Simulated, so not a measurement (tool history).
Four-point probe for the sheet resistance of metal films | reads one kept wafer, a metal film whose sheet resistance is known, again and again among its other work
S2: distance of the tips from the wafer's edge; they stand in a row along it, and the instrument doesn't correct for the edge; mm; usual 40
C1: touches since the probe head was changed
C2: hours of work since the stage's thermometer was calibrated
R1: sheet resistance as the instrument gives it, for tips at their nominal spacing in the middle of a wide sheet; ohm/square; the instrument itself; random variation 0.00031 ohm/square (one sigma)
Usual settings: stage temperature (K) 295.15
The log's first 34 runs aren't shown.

run 35 hour=1736 | stage_temperature_(K)=294.15 S2=7 | C1=173924 C2=427 | R1=1.57913
run 36 hour=1769 | stage_temperature_(K)=294.15 S2=7 | C1=175366 C2=450 | R1=1.580082
run 37 hour=1832.3 | stage_temperature_(K)=294.15 S2=7 | C1=178141 C2=494 | R1=1.579783
run 38 hour=1891.1 | stage_temperature_(K)=301.15 S2=38 | C1=180718 C2=535 | R1=1.579311
run 39 hour=1947 | stage_temperature_(K)=296.15 S2=40 | C1=183163 C2=574 | R1=1.574265
run 40 hour=2018.1 | stage_temperature_(K)=300.15 S2=53 | C1=186281 C2=623 | R1=1.577631
run 41 hour=2068.9 | stage_temperature_(K)=298.15 S2=7 | C1=188505 C2=658 | R1=1.583291
run 42 hour=2129.6 | stage_temperature_(K)=303.15 S2=32 | C1=191162 C2=700 | R1=1.580766
run 43 hour=2176.9 | stage_temperature_(K)=299.15 S2=7 | C1=193235 C2=733 | R1=1.584224
run 44 hour=2242.9 | stage_temperature_(K)=295.15 S2=21 | C1=196128 C2=779 | R1=1.574232
run 45 hour=2303 | stage_temperature_(K)=295.15 S2=21 | C1=198759 C2=821 | R1=1.574797

4 ways to go on from here, each from the tool as it stands after run 45. What would each give?
run A hour=2353.9 | stage_temperature_(K)=301.15 S2=4 | C1=200992 C2=856 | R1=?
run B hour=2353.9 | stage_temperature_(K)=298.15 S2=10 | C1=200992 C2=856 | R1=?
run C hour=2353.9 | stage_temperature_(K)=296.15 S2=23 | C1=200992 C2=856 | R1=?
run D hour=2353.9 | stage_temperature_(K)=294.15 S2=9 | C1=200992 C2=856 | R1=?

run=A R1=1.600168
run=B R1=1.579851
run=C R1=1.575547
run=D R1=1.576943
Without the tool's hidden state the same runs would have given:
run=A R1=1.600579
run=B R1=1.580256
run=C R1=1.575951
run=D R1=1.577347

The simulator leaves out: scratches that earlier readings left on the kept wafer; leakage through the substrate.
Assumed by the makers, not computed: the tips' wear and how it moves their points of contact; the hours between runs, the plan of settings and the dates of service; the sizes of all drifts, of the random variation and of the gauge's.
